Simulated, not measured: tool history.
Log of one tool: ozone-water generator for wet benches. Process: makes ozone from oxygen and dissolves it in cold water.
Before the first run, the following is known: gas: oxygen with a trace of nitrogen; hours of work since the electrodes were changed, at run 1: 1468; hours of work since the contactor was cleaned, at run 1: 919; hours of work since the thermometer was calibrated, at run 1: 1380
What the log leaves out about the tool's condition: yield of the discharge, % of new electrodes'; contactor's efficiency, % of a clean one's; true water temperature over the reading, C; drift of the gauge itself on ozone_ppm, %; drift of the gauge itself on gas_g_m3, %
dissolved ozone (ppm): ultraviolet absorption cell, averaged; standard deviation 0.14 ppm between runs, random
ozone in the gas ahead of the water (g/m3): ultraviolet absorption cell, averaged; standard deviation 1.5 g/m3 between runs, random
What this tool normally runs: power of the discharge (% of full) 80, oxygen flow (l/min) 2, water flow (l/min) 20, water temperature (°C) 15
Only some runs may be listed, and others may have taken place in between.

run	hour	power of the discharge (% of full)	oxygen flow (l/min)	water flow (l/min)	water temperature (°C)	hours of work since the electrodes were changed	hours of work since the contactor was cleaned	hours of work since the thermometer was calibrated	dissolved ozone (ppm)	ozone in the gas ahead of the water (g/m3)
1	0	80	2	20	15	1468	919	1380	15.2	295.3
2	42.5	80	2	20	15	1501	952	1413	15.2	293.6
3	105	80	2	20	15	1549	1001	1461	15.3	293.1
4	136.5	80	1.25	20	15	1573	1025	1485	13.7	392
5	171.5	80	1.25	20	15	1600	1052	1512	13.8	393.4
6	240.8	80	1.25	20	15	1654	1105	1566	13.6	395.8
7	307	80	1.25	20	15	1705	1157	1617	13.9	387.1
8	359.7	80	2	26	15	1746	1197	1658	11.5	294.9
9	387.9	80	2	20	15	1767	1219	1680	15.1	294.9
10	438.7	80	2	20	15	1807	1258	1719	15	292.5
11	469.2	41	2	20	15	1830	1282	1742	10.7	209.9
12	501.2	41	2	17	15	1855	1307	1767	12.8	209.9
13	564.9	41	2	17	15	1904	1356	1816	12.5	209.6
14	606.7	80	2	20	15	1936	1388	1849	15.1	294.2
15	636	80	2	20	10	1959	1411	1871	15.6	294.1
16	699.4	80	2	20	10	2008	1460	1920	15.6	294.9
17	727.3	80	2	20	10	2030	1481	1942	15.5	296.5
18	760.8	46	2	19	16	2055	1507	1968	12	221.4
19	812.3	47	2.78	20	15	2095	1547	2008	12.1	184.9
20	854.1	80	1.18	30	23	2128	1579	2040	8.3	407.6
21	891	80	1.18	30	23	2156	1608	2068	8.1	412
22	940.9	80	2	20	16	2195	1646	2107	14.9	296.1
23	983.4	80	2	20	16	2227	1679	2140	15.1	298.7
24	1033.7	81	2	14	8	2266	1718	2179	23	299.1
25	1095.9	92	2.24	24	18	2314	1766	2227	13.2	298.1
26	1149.3	81	2	20	12	2356	1807	2268	15.5	299.6
27	1213	81	2	20	12	2405	1857	2317	15.9	301.3
28	1245.6	81	2	20	12	2430	1882	2342	15.6	303.6
29	1312.2	82	1.43	22	11	2482	1933	2394	13.1	370.9
30	1344.5	80	1.99	17	18	2506	1958	2419	17.3	301.6
31	1372.7	89	2.69	20	15	2528	1980	2441	16.5	263.3
32	1401.9	89	3.3	30	18	2551	2003	2463	11.2	232.7
33	1442.6	89	3.3	30	18	2582	2034	2495	11.1	234.1

Forecast each of these 3 alternatives for the next run:
# hour 1499.3: gauge calibrated
A	1507.7	89	3.3	16	18	2633	2084	2545	?	?
# hour 1499.3: gauge calibrated
B	1507.7	80	2	20	10	2633	2084	2545	?	?
# hour 1499.3: gauge calibrated
C	1507.7	89	1.55	25	18	2633	2084	2545	?	?

run	dissolved ozone (ppm)	ozone in the gas ahead of the water (g/m3)
A	20	224
B	15.7	293.2
C	12	361.8
Had the tool no hidden state, the same runs would have come out as:
run	dissolved ozone (ppm)	ozone in the gas ahead of the water (g/m3)
A	20	224.2
B	15.7	293.4
C	12	362.1
